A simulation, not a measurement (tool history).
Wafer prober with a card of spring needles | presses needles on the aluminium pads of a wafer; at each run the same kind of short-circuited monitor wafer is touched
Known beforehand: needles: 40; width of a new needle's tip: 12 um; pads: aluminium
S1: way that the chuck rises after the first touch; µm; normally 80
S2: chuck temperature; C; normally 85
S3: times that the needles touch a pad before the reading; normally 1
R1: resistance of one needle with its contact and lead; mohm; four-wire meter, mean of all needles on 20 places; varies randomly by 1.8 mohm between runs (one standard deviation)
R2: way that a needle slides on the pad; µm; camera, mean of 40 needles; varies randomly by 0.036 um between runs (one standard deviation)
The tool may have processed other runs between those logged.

run 1 hour=0.0 | S1=80 S2=85 S3=1 | R1=181 R2=12.72
-- hour=6.1 tips cleaned on abrasive film
-- hour=18.3 tips cleaned on abrasive film
-- hour=33.6 tips cleaned on abrasive film
run 2 hour=39.1 | S1=80 S2=85 S3=1 | R1=184 R2=12.69
-- hour=48.3 tips cleaned on abrasive film
-- hour=60.5 tips cleaned on abrasive film
-- hour=75.7 tips cleaned on abrasive film
-- hour=88.9 tips cleaned on abrasive film
run 3 hour=88.9 | S1=80 S2=85 S3=1 | R1=181 R2=12.74
-- hour=101.1 tips cleaned on abrasive film
-- hour=113.3 tips cleaned on abrasive film
-- hour=128.5 tips cleaned on abrasive film
-- hour=143.7 tips cleaned on abrasive film
-- hour=158.9 tips cleaned on abrasive film
-- hour=159.2 height of the first contact set anew
run 4 hour=162.7 | S1=80 S2=85 S3=1 | R1=182 R2=12.85
-- hour=171.9 tips cleaned on abrasive film
-- hour=184.1 tips cleaned on abrasive film
-- hour=199.3 tips cleaned on abrasive film
run 5 hour=200.9 | S1=80 S2=85 S3=1 | R1=181 R2=12.80
-- hour=213.1 tips cleaned on abrasive film
-- hour=225.3 tips cleaned on abrasive film
run 6 hour=236.2 | S1=80 S2=85 S3=1 | R1=182 R2=12.77
-- hour=239.4 tips cleaned on abrasive film
-- hour=254.6 tips cleaned on abrasive film
-- hour=269.8 tips cleaned on abrasive film
run 7 hour=275.1 | S1=80 S2=85 S3=1 | R1=180 R2=12.76
-- hour=284.2 tips cleaned on abrasive film
-- hour=299.5 tips cleaned on abrasive film
-- hour=314.7 tips cleaned on abrasive film
run 8 hour=319.4 | S1=80 S2=85 S3=1 | R1=181 R2=12.81
-- hour=328.6 tips cleaned on abrasive film
-- hour=343.8 tips cleaned on abrasive film
-- hour=359.0 tips cleaned on abrasive film
-- hour=374.2 tips cleaned on abrasive film
run 9 hour=380.1 | S1=80 S2=85 S3=1 | R1=180 R2=12.72
-- hour=389.2 tips cleaned on abrasive film
-- hour=404.5 tips cleaned on abrasive film
run 10 hour=411.3 | S1=80 S2=85 S3=1 | R1=182 R2=12.77
-- hour=417.5 tips cleaned on abrasive film
-- hour=429.7 tips cleaned on abrasive film
-- hour=444.9 tips cleaned on abrasive film
run 11 hour=454.8 | S1=80 S2=85 S3=1 | R1=184 R2=12.78
-- hour=458.0 tips cleaned on abrasive film
-- hour=473.2 tips cleaned on abrasive film
-- hour=485.6 height of the first contact set anew
-- hour=488.7 tips cleaned on abrasive film
-- hour=503.9 tips cleaned on abrasive film
-- hour=519.1 tips cleaned on abrasive film
run 12 hour=530.1 | S1=80 S2=85 S3=1 | R1=179 R2=12.76
-- hour=533.3 tips cleaned on abrasive film
-- hour=548.5 tips cleaned on abrasive film
-- hour=560.7 tips cleaned on abrasive film
-- hour=575.9 tips cleaned on abrasive film
-- hour=588.3 tips cleaned on abrasive film
run 13 hour=588.3 | S1=80 S2=85 S3=1 | R1=179 R2=12.84
-- hour=600.5 tips cleaned on abrasive film
-- hour=615.7 tips cleaned on abrasive film
-- hour=630.9 tips cleaned on abrasive film
-- hour=646.2 tips cleaned on abrasive film
run 14 hour=648.4 | S1=66 S2=35 S3=1 | R1=176 R2=10.62
-- hour=660.6 tips cleaned on abrasive film
-- hour=675.8 tips cleaned on abrasive film
-- hour=688.3 tips cleaned on abrasive film
run 15 hour=688.3 | S1=66 S2=35 S3=1 | R1=173 R2=10.57
-- hour=700.5 tips cleaned on abrasive film
-- hour=715.7 tips cleaned on abrasive film
-- hour=730.9 tips cleaned on abrasive film
-- hour=745.3 tips cleaned on abrasive film
run 16 hour=745.3 | S1=66 S2=35 S3=1 | R1=172 R2=10.58
-- hour=760.5 tips cleaned on abrasive film
-- hour=775.8 tips cleaned on abrasive film
run 17 hour=776.9 | S1=69 S2=30 S3=1 | R1=173 R2=11.05
-- hour=789.0 tips cleaned on abrasive film
-- hour=801.2 tips cleaned on abrasive film
-- hour=813.6 height of the first contact set anew
-- hour=816.8 tips cleaned on abrasive film
-- hour=832.0 tips cleaned on abrasive film
-- hour=847.2 tips cleaned on abrasive film
run 18 hour=850.1 | S1=69 S2=30 S3=1 | R1=174 R2=11.10
-- hour=862.3 tips cleaned on abrasive film
-- hour=877.5 tips cleaned on abrasive film
-- hour=891.4 tips cleaned on abrasive film
run 19 hour=891.4 | S1=69 S2=30 S3=1 | R1=173 R2=11.08
-- hour=906.6 tips cleaned on abrasive film
-- hour=918.8 tips cleaned on abrasive film
-- hour=934.0 tips cleaned on abrasive film
run 20 hour=937.1 | S1=80 S2=38 S3=1 | R1=170 R2=12.88
-- hour=946.3 tips cleaned on abrasive film
-- hour=961.5 tips cleaned on abrasive film
-- hour=976.7 tips cleaned on abrasive film
-- hour=992.0 tips cleaned on abrasive film
-- hour=1007.2 tips cleaned on abrasive film
run 21 hour=1008.2 | S1=83 S2=55 S3=1 | R1=172 R2=13.36
-- hour=1020.3 tips cleaned on abrasive film
-- hour=1035.6 tips cleaned on abrasive film
-- hour=1050.8 tips cleaned on abrasive film
-- hour=1066.0 tips cleaned on abrasive film
run 22 hour=1067.2 | S1=83 S2=55 S3=1 | R1=174 R2=13.40
-- hour=1079.4 tips cleaned on abrasive film
-- hour=1091.5 tips cleaned on abrasive film
-- hour=1106.8 tips cleaned on abrasive film
-- hour=1122.0 tips cleaned on abrasive film
-- hour=1137.2 tips cleaned on abrasive film
-- hour=1139.4 height of the first contact set anew
run 23 hour=1139.4 | S1=83 S2=55 S3=1 | R1=174 R2=13.35
-- hour=1151.6 tips cleaned on abrasive film
-- hour=1166.8 tips cleaned on abrasive film
-- hour=1182.0 tips cleaned on abrasive film
-- hour=1194.2 tips cleaned on abrasive film
-- hour=1209.0 tips cleaned on abrasive film
run 24 hour=1209.0 | S1=80 S2=42 S3=1 | R1=174 R2=12.87
-- hour=1224.2 tips cleaned on abrasive film
-- hour=1236.4 tips cleaned on abrasive film
run 25 hour=1240.7 | S1=92 S2=28 S3=2 | R1=166 R2=14.87
-- hour=1249.9 tips cleaned on abrasive film
-- hour=1265.1 tips cleaned on abrasive film
-- hour=1277.3 tips cleaned on abrasive film
-- hour=1292.5 tips cleaned on abrasive film
run 26 hour=1294.4 | S1=62 S2=112 S3=1 | R1=191 R2=10.03

Alternative continuations, all from the tool just after run 26; predict every row:
-- hour=1306.6 tips cleaned on abrasive film
-- hour=1318.8 tips cleaned on abrasive film
-- hour=1334.0 tips cleaned on abrasive film
-- hour=1349.2 tips cleaned on abrasive film
run A hour=1360.7 | S1=62 S2=124 S3=2 | R1=? R2=?
-- hour=1306.6 tips cleaned on abrasive film
-- hour=1318.8 tips cleaned on abrasive film
-- hour=1334.0 tips cleaned on abrasive film
-- hour=1349.2 tips cleaned on abrasive film
run B hour=1360.7 | S1=61 S2=110 S3=1 | R1=? R2=?
-- hour=1306.6 tips cleaned on abrasive film
-- hour=1318.8 tips cleaned on abrasive film
-- hour=1334.0 tips cleaned on abrasive film
-- hour=1349.2 tips cleaned on abrasive film
run C hour=1360.7 | S1=74 S2=85 S3=1 | R1=? R2=?
-- hour=1306.6 tips cleaned on abrasive film
-- hour=1318.8 tips cleaned on abrasive film
-- hour=1334.0 tips cleaned on abrasive film
-- hour=1349.2 tips cleaned on abrasive film
run D hour=1360.7 | S1=68 S2=85 S3=1 | R1=? R2=?

run=A R1=192 R2=10.07
run=B R1=192 R2=9.87
run=C R1=182 R2=12.01
run=D R1=187 R2=10.99
Without the tool's unlogged condition, the same runs would have read:
run=A R1=191 R2=9.92
run=B R1=191 R2=9.72
run=C R1=182 R2=11.83
run=D R1=186 R2=10.83

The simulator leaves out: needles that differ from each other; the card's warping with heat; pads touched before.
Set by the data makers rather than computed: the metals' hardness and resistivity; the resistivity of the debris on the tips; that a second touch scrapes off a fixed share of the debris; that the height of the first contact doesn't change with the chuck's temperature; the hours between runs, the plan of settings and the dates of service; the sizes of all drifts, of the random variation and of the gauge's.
